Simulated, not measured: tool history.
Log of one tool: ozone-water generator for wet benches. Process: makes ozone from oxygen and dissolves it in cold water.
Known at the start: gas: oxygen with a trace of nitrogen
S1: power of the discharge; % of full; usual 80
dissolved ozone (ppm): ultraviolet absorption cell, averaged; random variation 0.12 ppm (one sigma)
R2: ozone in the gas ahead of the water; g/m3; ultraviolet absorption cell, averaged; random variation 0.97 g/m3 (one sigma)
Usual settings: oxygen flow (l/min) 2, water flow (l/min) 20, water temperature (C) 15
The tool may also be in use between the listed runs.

Run 1, hour 0: usual settings. Result: dissolved ozone (ppm) 11, R2 165 g/m3.
Run 2, hour 49.1: usual settings. Result: dissolved ozone (ppm) 11.2, R2 165.9 g/m3.
Run 3, hour 82.3: usual settings but oxygen flow (l/min) 1.52. Result: dissolved ozone (ppm) 10.6, R2 201.1 g/m3.
Run 4, hour 153.1: usual settings but water temperature (C) 17. Result: dissolved ozone (ppm) 11, R2 165.4 g/m3.
Run 5, hour 200: usual settings. Result: dissolved ozone (ppm) 11, R2 165.4 g/m3.
Run 6, hour 273.4: usual settings. Result: dissolved ozone (ppm) 10.9, R2 165.8 g/m3.
Run 7, hour 332.1: usual settings. Result: dissolved ozone (ppm) 10.9, R2 165.2 g/m3.
Run 8, hour 367.3: usual settings. Result: dissolved ozone (ppm) 10.8, R2 164.7 g/m3.
Run 9, hour 417.9: usual settings but water flow (l/min) 27. Result: dissolved ozone (ppm) 8.3, R2 164.6 g/m3.
Run 10, hour 464.9: usual settings but water flow (l/min) 27. Result: dissolved ozone (ppm) 8.1, R2 164 g/m3.
Run 11, hour 525.6: usual settings but water flow (l/min) 27. Result: dissolved ozone (ppm) 8.2, R2 166.7 g/m3.
Run 12, hour 565.6: usual settings but oxygen flow (l/min) 3.23, water flow (l/min) 27. Result: dissolved ozone (ppm) 8.4, R2 118.1 g/m3.
Run 13, hour 634.2: usual settings but oxygen flow (l/min) 3.23, water flow (l/min) 27. Result: dissolved ozone (ppm) 8.4, R2 120.3 g/m3.
Run 14, hour 668: usual settings but oxygen flow (l/min) 3.23, water flow (l/min) 27. Result: dissolved ozone (ppm) 8.5, R2 118 g/m3.
Run 15, hour 737.5: usual settings. Result: dissolved ozone (ppm) 10.9, R2 164.6 g/m3.
Run 16, hour 779.4: usual settings. Result: dissolved ozone (ppm) 10.9, R2 167.2 g/m3.
Run 17, hour 841.4: usual settings. Result: dissolved ozone (ppm) 10.7, R2 165.7 g/m3.
Run 18, hour 878.9: usual settings. Result: dissolved ozone (ppm) 11, R2 165 g/m3.
Run 19, hour 938.9: usual settings but S1 78 % of full, oxygen flow (l/min) 1.2, water flow (l/min) 13, water temperature (C) 9. Result: dissolved ozone (ppm) 15.8, R2 231.5 g/m3.
Run 20, hour 989.4: usual settings but S1 93 % of full, water temperature (C) 7. Result: dissolved ozone (ppm) 12.9, R2 183 g/m3.
Run 21, hour 1058.9: usual settings but S1 41 % of full, oxygen flow (l/min) 1.12, water temperature (C) 17. Result: dissolved ozone (ppm) 6.2, R2 154 g/m3.
Run 22, hour 1100.9: usual settings but S1 41 % of full, oxygen flow (l/min) 1.12, water temperature (C) 17. Result: dissolved ozone (ppm) 6.2, R2 155.3 g/m3.
Run 23, hour 1177: usual settings but S1 52 % of full, oxygen flow (l/min) 2.4, water flow (l/min) 18, water temperature (C) 12. Result: dissolved ozone (ppm) 9.4, R2 106.7 g/m3.
Run 24, hour 1236.6: usual settings but S1 44 % of full, oxygen flow (l/min) 1.69, water flow (l/min) 18, water temperature (C) 12. Result: dissolved ozone (ppm) 7.9, R2 121.4 g/m3.
Run 25, hour 1280.5: usual settings but S1 44 % of full, oxygen flow (l/min) 1.69, water flow (l/min) 18, water temperature (C) 12. Result: dissolved ozone (ppm) 7.9, R2 120.6 g/m3.
Run 26, hour 1360.4: usual settings but S1 47 % of full, oxygen flow (l/min) 1.1, water flow (l/min) 16, water temperature (C) 9. Result: dissolved ozone (ppm) 8.8, R2 171.7 g/m3.
Run 27, hour 1395.6: usual settings but S1 47 % of full, oxygen flow (l/min) 1.1, water flow (l/min) 16, water temperature (C) 9. Result: dissolved ozone (ppm) 9.2, R2 171.1 g/m3.
Run 28, hour 1438.1: usual settings but S1 47 % of full, oxygen flow (l/min) 2.75, water flow (l/min) 16, water temperature (C) 9. Result: dissolved ozone (ppm) 10, R2 90.1 g/m3.
Run 29, hour 1490.5: usual settings but S1 47 % of full, oxygen flow (l/min) 2.75, water flow (l/min) 16, water temperature (C) 9. Result: dissolved ozone (ppm) 9.9, R2 91.8 g/m3.
Run 30, hour 1544.1: usual settings but S1 47 % of full, oxygen flow (l/min) 2.75, water flow (l/min) 16, water temperature (C) 9. Result: dissolved ozone (ppm) 9.6, R2 91.3 g/m3.
Run 31, hour 1577.5: usual settings but S1 93 % of full, water temperature (C) 22. Result: dissolved ozone (ppm) 11.6, R2 183.8 g/m3.
Run 32, hour 1653.1: usual settings but oxygen flow (l/min) 1.25. Result: dissolved ozone (ppm) 10.3, R2 227 g/m3.
Run 33, hour 1718.3: usual settings but oxygen flow (l/min) 1.25. Result: dissolved ozone (ppm) 10.4, R2 230.9 g/m3.

4 ways to go on from here, each from the tool as it stands after run 33. What would each give?
Run A, hour 1785.8: usual settings but S1 97 % of full, oxygen flow (l/min) 1.9. Result: dissolved ozone (ppm) ?, R2 ?.
Run B, hour 1785.8: usual settings but oxygen flow (l/min) 3.25, water temperature (C) 9. Result: dissolved ozone (ppm) ?, R2 ?.
Run C, hour 1785.8: usual settings but oxygen flow (l/min) 3.51. Result: dissolved ozone (ppm) ?, R2 ?.
Run D, hour 1785.8: usual settings but S1 49 % of full, oxygen flow (l/min) 1.25, water temperature (C) 23. Result: dissolved ozone (ppm) ?, R2 ?.

run  dissolved ozone (ppm)     R2
  A                   12.6    198
  B                   11.7  117.6
  C                   11.3  110.8
  D                    7.2  161.7
Without the tool's hidden state the same runs would have given:
run  dissolved ozone (ppm)     R2
  A                   12.6  198.1
  B                   11.7  117.7
  C                   11.3  110.9
  D                    7.2  161.8
